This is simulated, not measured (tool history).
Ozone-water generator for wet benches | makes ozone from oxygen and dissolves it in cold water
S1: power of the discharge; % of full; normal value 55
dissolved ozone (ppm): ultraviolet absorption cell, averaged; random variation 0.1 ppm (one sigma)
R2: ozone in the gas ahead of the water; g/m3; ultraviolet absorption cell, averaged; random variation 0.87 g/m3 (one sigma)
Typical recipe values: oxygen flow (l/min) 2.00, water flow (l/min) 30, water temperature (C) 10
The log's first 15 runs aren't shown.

Run 16, day 45.804: usual settings but water flow (l/min) 25. Result: dissolved ozone (ppm) 8.5, R2 143.4 g/m3.
Run 17, day 49.825: usual settings but oxygen flow (l/min) 1.16, water flow (l/min) 26. Result: dissolved ozone (ppm) 6.9, R2 194.9 g/m3.
Run 18, day 52.071: usual settings but S1 41 % of full, oxygen flow (l/min) 1.11, water temperature (C) 12. Result: dissolved ozone (ppm) 4.5, R2 158.4 g/m3.
Run 19, day 54.908: usual settings but S1 41 % of full, oxygen flow (l/min) 1.11, water temperature (C) 12. Result: dissolved ozone (ppm) 4.6, R2 159.1 g/m3.
Run 20, day 56.971: usual settings but water temperature (C) 5. Result: dissolved ozone (ppm) 6.8, R2 141.7 g/m3.
Run 21, day 60.762: usual settings but S1 94 % of full, water flow (l/min) 22, water temperature (C) 9. Result: dissolved ozone (ppm) 14.5, R2 217.3 g/m3.
Run 22, day 64.192: usual settings but S1 73 % of full, water temperature (C) 8. Result: dissolved ozone (ppm) 8.7, R2 179.2 g/m3.
Run 23, day 68.425: usual settings but water flow (l/min) 21. Result: dissolved ozone (ppm) 9.8, R2 143.9 g/m3.
Run 24, day 72.167: usual settings but S1 92 % of full, water temperature (C) 8. Result: dissolved ozone (ppm) 10.4, R2 213.3 g/m3.
Run 25, day 76.012: usual settings but S1 92 % of full, water temperature (C) 8. Result: dissolved ozone (ppm) 10.3, R2 214.9 g/m3.
Run 26, day 78.358: usual settings but S1 40 % of full, oxygen flow (l/min) 2.29, water temperature (C) 5. Result: dissolved ozone (ppm) 5.6, R2 101.7 g/m3.
Run 27, day 80.604: usual settings but S1 40 % of full, oxygen flow (l/min) 2.29, water temperature (C) 5. Result: dissolved ozone (ppm) 5.6, R2 103.0 g/m3.
Run 28, day 83.175: usual settings but S1 40 % of full, oxygen flow (l/min) 2.29, water temperature (C) 5. Result: dissolved ozone (ppm) 5.8, R2 102.7 g/m3.
Run 29, day 87.433: usual settings but S1 40 % of full, oxygen flow (l/min) 2.29, water temperature (C) 5. Result: dissolved ozone (ppm) 5.7, R2 102.5 g/m3.
Run 30, day 90.783: usual settings but S1 98 % of full, oxygen flow (l/min) 2.38, water temperature (C) 11. Result: dissolved ozone (ppm) 11.3, R2 203.6 g/m3.
Run 31, day 94.733: usual settings but S1 96 % of full, oxygen flow (l/min) 2.05, water temperature (C) 7. Result: dissolved ozone (ppm) 10.9, R2 216.6 g/m3.
Run 32, day 97.996: usual settings but S1 54 % of full, oxygen flow (l/min) 1.87, water temperature (C) 6. Result: dissolved ozone (ppm) 6.6, R2 145.9 g/m3.

Alternative continuations, all from the tool just after run 32; predict every row:
Run A, day 101.175: usual settings but S1 53 % of full, water flow (l/min) 24, water temperature (C) 15. Result: dissolved ozone (ppm) ?, R2 ?.
Run B, day 101.175: usual settings but S1 73 % of full, oxygen flow (l/min) 2.02, water temperature (C) 11. Result: dissolved ozone (ppm) ?, R2 ?.
Run C, day 101.175: usual settings but S1 54 % of full, oxygen flow (l/min) 1.87, water flow (l/min) 34, water temperature (C) 8. Result: dissolved ozone (ppm) ?, R2 ?.
Run D, day 101.175: usual settings but oxygen flow (l/min) 1.76, water temperature (C) 5. Result: dissolved ozone (ppm) ?, R2 ?.
Run E, day 101.175: usual settings but water temperature (C) 15. Result: dissolved ozone (ppm) ?, R2 ?.

run  dissolved ozone (ppm)     R2
  A                    8.0  139.8
  B                    8.6  177.4
  C                    5.7  147.4
  D                    6.8  152.8
  E                    6.7  141.7
With the hidden condition removed and each run's random variation left untouched, the same runs would have given:
run  dissolved ozone (ppm)     R2
  A                    8.0  139.9
  B                    8.6  177.5
  C                    5.7  147.5
  D                    6.8  153.0
  E                    6.7  141.9

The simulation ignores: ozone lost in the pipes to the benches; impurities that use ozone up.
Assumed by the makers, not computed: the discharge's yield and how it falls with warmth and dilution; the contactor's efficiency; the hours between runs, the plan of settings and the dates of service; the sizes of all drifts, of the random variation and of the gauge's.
